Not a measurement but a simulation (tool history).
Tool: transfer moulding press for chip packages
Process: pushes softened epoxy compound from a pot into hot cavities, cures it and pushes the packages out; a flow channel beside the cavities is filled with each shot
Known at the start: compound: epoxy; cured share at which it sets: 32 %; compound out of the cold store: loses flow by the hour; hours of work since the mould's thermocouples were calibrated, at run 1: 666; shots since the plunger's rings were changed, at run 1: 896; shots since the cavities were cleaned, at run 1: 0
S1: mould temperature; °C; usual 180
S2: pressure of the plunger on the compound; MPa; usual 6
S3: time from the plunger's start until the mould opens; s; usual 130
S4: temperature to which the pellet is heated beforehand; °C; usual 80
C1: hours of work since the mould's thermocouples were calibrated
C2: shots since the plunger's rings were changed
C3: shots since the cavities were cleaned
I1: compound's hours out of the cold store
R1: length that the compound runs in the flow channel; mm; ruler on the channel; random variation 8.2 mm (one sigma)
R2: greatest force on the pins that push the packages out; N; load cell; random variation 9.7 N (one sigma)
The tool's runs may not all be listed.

run	day	S1	S2	S3	S4	C1	C2	C3	I1	R1	R2
1	0	180	6	130	80	666	896	0	47.2	843	425
2	1.988	180	6	130	80	697	1331	435	35.1	900	596
# day 5.246: cavities cleaned with cleaning compound and waxed
3	5.775	180	6	130	80	755	2147	116	11	1001	525
4	9.242	180	6	130	80	810	2906	875	44	839	675
# day 10.662: cavities cleaned with cleaning compound and waxed
# day 12.625: mould's thermocouples calibrated
5	12.992	180	6	130	80	6	3696	492	10.2	971	674
# day 16.096: cavities cleaned with cleaning compound and waxed
6	16.3	180	6	130	87	57	4406	45	17.5	959	486
7	18.15	180	6	130	87	86	4812	451	9.2	988	655
# day 21.558: cavities cleaned with cleaning compound and waxed
8	21.867	180	6	130	87	143	5612	68	18.6	924	499
9	25.529	184	6	130	80	200	6413	869	39.4	805	600
# day 26.729: plunger's sealing rings changed
# day 27.067: cavities cleaned with cleaning compound and waxed
10	27.888	184	6	130	80	235	240	181	22	942	464
11	30.767	181	6	130	80	280	871	812	45.7	862	658
# day 32.329: cavities cleaned with cleaning compound and waxed
12	33.067	180	6	130	81	315	1360	161	37	884	549
# day 34.758: mould's thermocouples calibrated, once more
13	34.758	174	6	130	80	0	1713	514	42.1	884	922
14	36.658	187	6	163	80	30	2129	930	31.6	873	537
# day 37.704: cavities cleaned with cleaning compound and waxed
15	40.379	177	6	130	90	87	2930	586	20.4	948	794
16	42.2	180	4.51	129	80	116	3328	984	43.2	733	717
# day 42.962: cavities cleaned with cleaning compound and waxed
17	45.788	180	6	164	80	171	4100	618	28.1	895	517
# day 48.271: cavities cleaned with cleaning compound and waxed
18	49.483	180	6	164	80	228	4896	266	32.2	878	436
19	53.146	180	6	112	78	286	5698	1068	23.8	902	1004
# day 53.496: cavities cleaned with cleaning compound and waxed
20	54.85	186	6.98	130	85	311	6057	296	11.8	988	446
# day 57.621: plunger's sealing rings changed
21	58.496	186	6.28	165	85	367	192	1072	22	961	554

3 ways to go on from here, each from the tool as it stands after run 21. What would each give?
# day 58.85: cavities cleaned with cleaning compound and waxed
A	61.658	179	6.28	119	80	416	871	615	37.8	?	?
# day 58.85: cavities cleaned with cleaning compound and waxed
B	61.658	180	6.28	165	82	416	871	615	21.4	?	?
# day 58.85: cavities cleaned with cleaning compound and waxed
C	61.658	186	6	130	80	416	871	615	9.5	?	?

run	R1	R2
A	907	861
B	995	518
C	982	538
Without the tool's hidden state the same runs would have given:
run	R1	R2
A	914	550
B	1002	339
C	989	356
